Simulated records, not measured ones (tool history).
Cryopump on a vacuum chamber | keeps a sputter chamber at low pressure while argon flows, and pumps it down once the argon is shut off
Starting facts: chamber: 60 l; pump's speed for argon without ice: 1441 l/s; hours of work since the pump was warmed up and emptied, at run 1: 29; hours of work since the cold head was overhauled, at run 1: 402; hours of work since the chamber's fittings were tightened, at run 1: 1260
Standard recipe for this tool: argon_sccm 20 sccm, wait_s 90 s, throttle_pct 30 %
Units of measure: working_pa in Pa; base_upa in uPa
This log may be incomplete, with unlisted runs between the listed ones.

run,hour,argon_sccm,wait_s,throttle_pct,hours of work since the pump was warmed up and emptied,hours of work since the cold head was overhauled,hours of work since the chamber's fittings were tightened,working_pa,base_upa
1,0.0,20,90,30,29,402,1260,0.0788,1.86
2,11.3,20,90,30,38,411,1270,0.0797,1.86
3,19.1,20,90,30,44,418,1276,0.0798,1.89
4,27.8,20,90,30,51,425,1283,0.0793,1.84
5,42.8,20,90,30,63,437,1295,0.0794,1.92
6,51.6,20,90,30,71,444,1303,0.0798,1.95
7,63.8,20,67,30,81,454,1313,0.0813,2.19
8,77.9,20,67,30,92,466,1324,0.0812,2.25
9,86.8,20,67,30,99,473,1331,0.0806,2.27
10,95.4,20,90,33,106,480,1338,0.0731,2.02
11,110.3,20,88,33,119,492,1350,0.0746,2.06
12,122.3,20,88,33,128,502,1360,0.0744,2.10
13,135.5,20,88,33,139,513,1371,0.0743,2.13
14,150.4,20,90,30,151,525,1383,0.0823,2.09
15,163.8,26,90,30,162,536,1394,0.1074,2.11
16,177.3,20,145,30,173,547,1405,0.0822,1.91
17,185.3,20,145,30,180,554,1412,0.0824,1.84
18,197.2,39,283,30,189,563,1421,0.1615,1.71
19,208.3,39,283,30,199,572,1430,0.1619,1.76
20,217.1,39,283,30,206,579,1438,0.1620,1.66
21,227.7,39,283,30,214,588,1446,0.1642,1.79
22,240.8,18,283,47,225,599,1457,0.0502,1.83
23,256.1,20,24,15,238,611,1469,0.1618,4.08
24,266.0,36,289,43,246,619,1478,0.1092,1.82
25,275.8,32,32,35,254,627,1486,0.1174,3.47
26,291.9,8,90,43,267,641,1499,0.0238,2.39
27,307.8,8,225,43,280,653,1512,0.0257,2.01
28,317.1,8,53,43,287,661,1519,0.0243,2.80
29,329.1,8,53,17,297,671,1529,0.0581,2.95
30,338.8,16,97,20,305,679,1537,0.0999,2.42
31,348.5,16,97,20,313,687,1545,0.1011,2.46
32,360.0,16,97,45,322,696,1554,0.0486,2.41
33,371.3,16,97,43,332,705,1563,0.0501,2.52
34,385.6,16,32,37,343,717,1575,0.0586,3.81

3 ways to go on from here, each from the tool as it stands after run 34. What would each give?
# hour 398.8: pump warmed up, emptied and cooled again
A,398.8,13,63,21,0,724,1582,?,?
# hour 398.8: pump warmed up, emptied and cooled again
B,398.8,14,142,51,0,724,1582,?,?
# hour 398.8: pump warmed up, emptied and cooled again
C,398.8,36,90,30,0,724,1582,?,?

run,working_pa,base_upa
A,0.0728,2.37
B,0.0335,1.88
C,0.1408,2.18
Had the tool no hidden state, the same runs would have come out as:
run,working_pa,base_upa
A,0.0724,1.12
B,0.0330,0.63
C,0.1397,0.90
